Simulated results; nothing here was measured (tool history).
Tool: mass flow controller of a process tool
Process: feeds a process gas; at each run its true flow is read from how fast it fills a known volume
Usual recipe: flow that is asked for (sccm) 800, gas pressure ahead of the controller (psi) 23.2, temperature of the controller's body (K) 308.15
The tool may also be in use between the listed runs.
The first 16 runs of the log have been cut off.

run,hour,flow that is asked for (sccm),gas pressure ahead of the controller (psi),temperature of the controller's body (K),true flow (%)
17,5321.6,800,23.2,308.15,100.12
18,5795.5,800,23.2,308.15,100.33
19,6262.1,800,23.2,308.15,100.32
20,6569.2,852,23.2,308.15,100.38
21,6768.4,852,23.2,308.15,100.36
22,7076.1,839,40.3,301.15,99.62
23,7284,839,40.3,301.15,99.54
24,7572.9,839,40.3,301.15,99.6
25,8032.8,800,31.5,308.15,100.31
26,8241.5,800,20.5,293.15,98.98

Run 27, settings as shown, results not yet in. Your forecast:
27,8702,522,24.1,307.15,?

true flow (%): 99.37
On a tool with no hidden condition, and with the same random variation, this run would have come out at true flow (%) 99.41.

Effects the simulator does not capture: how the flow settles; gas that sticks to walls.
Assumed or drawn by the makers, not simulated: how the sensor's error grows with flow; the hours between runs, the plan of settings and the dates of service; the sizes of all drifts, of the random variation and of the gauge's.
